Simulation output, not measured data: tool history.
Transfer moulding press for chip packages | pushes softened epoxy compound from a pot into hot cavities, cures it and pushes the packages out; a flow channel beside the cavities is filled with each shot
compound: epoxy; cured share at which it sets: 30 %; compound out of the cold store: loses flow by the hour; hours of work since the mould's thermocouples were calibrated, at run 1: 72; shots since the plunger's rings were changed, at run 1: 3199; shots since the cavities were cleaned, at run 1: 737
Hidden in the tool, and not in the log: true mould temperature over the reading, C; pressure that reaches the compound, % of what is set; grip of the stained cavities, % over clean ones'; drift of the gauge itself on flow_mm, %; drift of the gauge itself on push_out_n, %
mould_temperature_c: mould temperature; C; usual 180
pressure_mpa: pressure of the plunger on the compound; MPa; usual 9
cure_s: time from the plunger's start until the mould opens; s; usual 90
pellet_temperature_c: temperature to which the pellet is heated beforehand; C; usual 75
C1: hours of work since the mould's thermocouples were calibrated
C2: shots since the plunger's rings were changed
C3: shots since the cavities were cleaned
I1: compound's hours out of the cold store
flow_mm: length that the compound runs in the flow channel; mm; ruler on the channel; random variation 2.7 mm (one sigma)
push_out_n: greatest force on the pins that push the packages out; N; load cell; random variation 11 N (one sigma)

{"run": 1, "hour": 0.0, "mould_temperature_c": 180, "pressure_mpa": 9, "cure_s": 90, "pellet_temperature_c": 75, "C1": 72, "C2": 3199, "C3": 737, "I1": 24.7, "flow_mm": 688, "push_out_n": 1046}
{"hour": 13.4, "done": "cavities cleaned with cleaning compound and waxed"}
{"hour": 29.1, "done": "plunger's sealing rings changed"}
{"run": 2, "hour": 45.1, "mould_temperature_c": 180, "pressure_mpa": 9, "cure_s": 90, "pellet_temperature_c": 75, "C1": 99, "C2": 208, "C3": 379, "I1": 9.4, "flow_mm": 790, "push_out_n": 878}
{"hour": 85.3, "done": "cavities cleaned with cleaning compound and waxed"}
{"run": 3, "hour": 92.0, "mould_temperature_c": 180, "pressure_mpa": 9, "cure_s": 90, "pellet_temperature_c": 75, "C1": 130, "C2": 797, "C3": 88, "I1": 46.5, "flow_mm": 604, "push_out_n": 593}
{"run": 4, "hour": 134.0, "mould_temperature_c": 180, "pressure_mpa": 9, "cure_s": 90, "pellet_temperature_c": 75, "C1": 158, "C2": 1342, "C3": 633, "I1": 39.8, "flow_mm": 626, "push_out_n": 961}
{"hour": 157.4, "done": "cavities cleaned with cleaning compound and waxed"}
{"run": 5, "hour": 182.6, "mould_temperature_c": 180, "pressure_mpa": 9, "cure_s": 90, "pellet_temperature_c": 75, "C1": 190, "C2": 1952, "C3": 327, "I1": 47.9, "flow_mm": 590, "push_out_n": 748}
{"hour": 225.4, "done": "cavities cleaned with cleaning compound and waxed"}
{"run": 6, "hour": 234.5, "mould_temperature_c": 180, "pressure_mpa": 9, "cure_s": 90, "pellet_temperature_c": 85, "C1": 224, "C2": 2606, "C3": 119, "I1": 8, "flow_mm": 769, "push_out_n": 662}
{"run": 7, "hour": 288.5, "mould_temperature_c": 180, "pressure_mpa": 9, "cure_s": 90, "pellet_temperature_c": 85, "C1": 260, "C2": 3305, "C3": 818, "I1": 44.2, "flow_mm": 596, "push_out_n": 1008}
{"hour": 294.0, "done": "cavities cleaned with cleaning compound and waxed"}
{"hour": 307.7, "done": "plunger's sealing rings changed"}
{"run": 8, "hour": 321.9, "mould_temperature_c": 180, "pressure_mpa": 9, "cure_s": 119, "pellet_temperature_c": 75, "C1": 280, "C2": 184, "C3": 329, "I1": 38.4, "flow_mm": 642, "push_out_n": 750}
{"hour": 366.1, "done": "cavities cleaned with cleaning compound and waxed"}
{"run": 9, "hour": 373.2, "mould_temperature_c": 180, "pressure_mpa": 7.52, "cure_s": 90, "pellet_temperature_c": 75, "C1": 313, "C2": 830, "C3": 92, "I1": 41.8, "flow_mm": 570, "push_out_n": 578}
{"run": 10, "hour": 398.2, "mould_temperature_c": 180, "pressure_mpa": 7.52, "cure_s": 90, "pellet_temperature_c": 75, "C1": 330, "C2": 1154, "C3": 416, "I1": 12, "flow_mm": 698, "push_out_n": 913}
{"hour": 436.7, "done": "cavities cleaned with cleaning compound and waxed"}
{"run": 11, "hour": 436.7, "mould_temperature_c": 178, "pressure_mpa": 9.06, "cure_s": 90, "pellet_temperature_c": 83, "C1": 355, "C2": 1634, "C3": 0, "I1": 46.7, "flow_mm": 604, "push_out_n": 538}
{"run": 12, "hour": 461.5, "mould_temperature_c": 180, "pressure_mpa": 9.06, "cure_s": 100, "pellet_temperature_c": 73, "C1": 372, "C2": 1956, "C3": 322, "I1": 10.4, "flow_mm": 778, "push_out_n": 787}
{"hour": 506.4, "done": "cavities cleaned with cleaning compound and waxed"}
{"run": 13, "hour": 518.3, "mould_temperature_c": 187, "pressure_mpa": 8.77, "cure_s": 118, "pellet_temperature_c": 83, "C1": 409, "C2": 2673, "C3": 154, "I1": 47.6, "flow_mm": 570, "push_out_n": 600}
{"run": 14, "hour": 551.9, "mould_temperature_c": 187, "pressure_mpa": 8.75, "cure_s": 118, "pellet_temperature_c": 83, "C1": 431, "C2": 3109, "C3": 590, "I1": 47.2, "flow_mm": 566, "push_out_n": 877}
{"hour": 575.8, "done": "cavities cleaned with cleaning compound and waxed"}
{"hour": 588.1, "done": "plunger's sealing rings changed"}
{"run": 15, "hour": 592.9, "mould_temperature_c": 172, "pressure_mpa": 8.75, "cure_s": 118, "pellet_temperature_c": 78, "C1": 456, "C2": 62, "C3": 189, "I1": 14.3, "flow_mm": 770, "push_out_n": 721}

5 ways to go on from here, each from the tool as it stands after run 15. What would each give?
{"run": "A", "hour": 628.9, "mould_temperature_c": 175, "pressure_mpa": 8.75, "cure_s": 91, "pellet_temperature_c": 78, "C1": 481, "C2": 529, "C3": 656, "I1": 15.4, "flow_mm": "?", "push_out_n": "?"}
{"run": "B", "hour": 628.9, "mould_temperature_c": 176, "pressure_mpa": 7.69, "cure_s": 118, "pellet_temperature_c": 78, "C1": 481, "C2": 529, "C3": 656, "I1": 21.7, "flow_mm": "?", "push_out_n": "?"}
{"run": "C", "hour": 628.9, "mould_temperature_c": 177, "pressure_mpa": 8.75, "cure_s": 112, "pellet_temperature_c": 78, "C1": 481, "C2": 529, "C3": 656, "I1": 26.7, "flow_mm": "?", "push_out_n": "?"}
{"run": "D", "hour": 628.9, "mould_temperature_c": 184, "pressure_mpa": 9, "cure_s": 82, "pellet_temperature_c": 67, "C1": 481, "C2": 529, "C3": 656, "I1": 17.3, "flow_mm": "?", "push_out_n": "?"}
{"run": "E", "hour": 628.9, "mould_temperature_c": 180, "pressure_mpa": 9, "cure_s": 85, "pellet_temperature_c": 75, "C1": 481, "C2": 529, "C3": 656, "I1": 36.3, "flow_mm": "?", "push_out_n": "?"}

run=A flow_mm=754 push_out_n=1252
run=B flow_mm=671 push_out_n=904
run=C flow_mm=689 push_out_n=893
run=D flow_mm=736 push_out_n=1025
run=E flow_mm=653 push_out_n=1086
Without the tool's hidden state the same runs would have given:
run=A flow_mm=759 push_out_n=594
run=B flow_mm=675 push_out_n=445
run=C flow_mm=694 push_out_n=440
run=D flow_mm=741 push_out_n=498
run=E flow_mm=657 push_out_n=524
